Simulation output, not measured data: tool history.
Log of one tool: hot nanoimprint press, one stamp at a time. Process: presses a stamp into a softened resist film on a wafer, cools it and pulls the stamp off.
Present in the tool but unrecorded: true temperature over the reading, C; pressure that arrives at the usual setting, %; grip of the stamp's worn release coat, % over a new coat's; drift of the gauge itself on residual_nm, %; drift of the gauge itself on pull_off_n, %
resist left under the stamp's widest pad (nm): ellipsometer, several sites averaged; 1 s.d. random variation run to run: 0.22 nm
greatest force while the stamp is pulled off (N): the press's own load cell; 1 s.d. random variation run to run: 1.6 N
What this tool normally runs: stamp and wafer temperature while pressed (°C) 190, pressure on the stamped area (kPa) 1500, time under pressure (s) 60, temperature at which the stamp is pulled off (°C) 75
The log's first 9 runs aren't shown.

| run | day | stamp and wafer temperature while pressed (°C) | pressure on the stamped area (kPa) | time under pressure (s) | temperature at which the stamp is pulled off (°C) | hours of work since the thermocouple was calibrated | imprints on the stamp's release coat | hours of work since the press's seals were changed | resist left under the stamp's widest pad (nm) | greatest force while the stamp is pulled off (N) |
|---|---|---|---|---|---|---|---|---|---|---|
| 10 | 16.042 | 190 | 1500 | 60 | 75 | 233 | 645 | 233 | 118.9 | 157 |
| 11 | 18.446 | 190 | 1500 | 60 | 63 | 269 | 816 | 269 | 118.6 | 195 |
| 12 | 20.721 | 197 | 1500 | 60 | 63 | 302 | 978 | 302 | 96.2 | 198 |
|  | 22.683 | stamp cleaned and given a new release coat |
| 13 | 23.654 | 197 | 1500 | 60 | 63 | 342 | 69 | 342 | 96.1 | 166 |
| 14 | 25.35 | 197 | 1500 | 60 | 63 | 367 | 190 | 367 | 96 | 171 |
| 15 | 26.654 | 197 | 1500 | 60 | 63 | 386 | 283 | 386 | 95.8 | 176 |
| 16 | 28.121 | 197 | 1500 | 60 | 63 | 408 | 387 | 408 | 95.7 | 179 |
| 17 | 29.25 | 190 | 2180 | 30 | 75 | 424 | 468 | 424 | 132.1 | 152 |
|  | 29.617 | plate thermocouple calibrated |
| 18 | 31.433 | 186 | 2180 | 72 | 75 | 27 | 614 | 455 | 107.9 | 158 |

Predict the results of run 19:
| 19 | 32.6 | 201 | 1700 | 60 | 75 | 44 | 697 | 472 | ? | ? |

Run 19 produced resist left under the stamp's widest pad (nm) 82.8, greatest force while the stamp is pulled off (N) 157.
Had the tool carried no hidden state, the very same run would have given resist left under the stamp's widest pad (nm) 82.9, greatest force while the stamp is pulled off (N) 139.
